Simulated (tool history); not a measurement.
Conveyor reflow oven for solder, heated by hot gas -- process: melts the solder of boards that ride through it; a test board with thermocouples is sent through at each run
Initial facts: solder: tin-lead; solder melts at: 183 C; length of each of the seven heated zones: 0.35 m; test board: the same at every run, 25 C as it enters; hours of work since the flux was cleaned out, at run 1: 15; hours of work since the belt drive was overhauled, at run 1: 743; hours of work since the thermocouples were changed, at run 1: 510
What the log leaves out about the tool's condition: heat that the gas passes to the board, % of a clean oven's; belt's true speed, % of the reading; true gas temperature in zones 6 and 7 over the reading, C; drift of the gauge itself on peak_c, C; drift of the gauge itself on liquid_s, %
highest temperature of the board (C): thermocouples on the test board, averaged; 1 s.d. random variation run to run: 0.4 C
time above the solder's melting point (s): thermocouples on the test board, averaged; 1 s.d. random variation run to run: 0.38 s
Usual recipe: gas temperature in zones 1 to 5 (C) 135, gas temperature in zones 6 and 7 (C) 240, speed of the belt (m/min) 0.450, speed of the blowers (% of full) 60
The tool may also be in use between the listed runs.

run	hour	gas temperature in zones 1 to 5 (C)	gas temperature in zones 6 and 7 (C)	speed of the belt (m/min)	speed of the blowers (% of full)	hours of work since the flux was cleaned out	hours of work since the belt drive was overhauled	hours of work since the thermocouples were changed	highest temperature of the board (C)	time above the solder's melting point (s)
1	0.0	135	240	0.450	60	15	743	510	221.9	73.3
2	23.3	135	240	0.450	60	29	756	523	222.7	72.5
3	66.5	135	240	0.450	60	55	782	549	221.8	73.6
4	89.6	135	240	0.450	60	68	796	563	221.3	73.2
5	130.6	135	240	0.450	60	93	820	587	221.7	73.1
6	164.2	135	255	0.450	60	112	840	607	234.3	82.8
7	209.1	135	255	0.450	60	139	866	633	235.0	82.7
8	245.7	135	255	0.450	60	161	888	655	234.4	83.4
9	269.7	135	255	0.450	60	175	902	669	234.8	83.7
# hour 311.6: belt drive overhauled, speed set with a stopwatch
10	321.4	135	255	0.450	60	203	6	697	234.5	81.9
11	363.6	135	255	0.450	60	228	31	722	233.9	82.3
12	404.5	135	255	0.450	60	252	55	746	233.8	81.9
# hour 420.8: flux residue cleaned out of gas plates and filters
13	444.9	135	255	0.450	60	14	76	767	235.4	83.2
14	465.7	135	240	0.375	60	27	88	779	229.2	95.0
15	509.9	135	240	0.375	60	53	114	806	228.0	95.1
16	538.4	135	231	0.415	64	69	131	822	217.6	76.1

Run 17 has not been measured yet. What should we expect?
17	584.5	126	232	0.388	64	97	158	850	?	?

Logged for run 17: highest temperature of the board (C) 220.1, time above the solder's melting point (s) 78.9.
Take away the tool's hidden state, keep the run-to-run variation as it was, and the same run would have given highest temperature of the board (C) 217.6, time above the solder's melting point (s) 76.2.
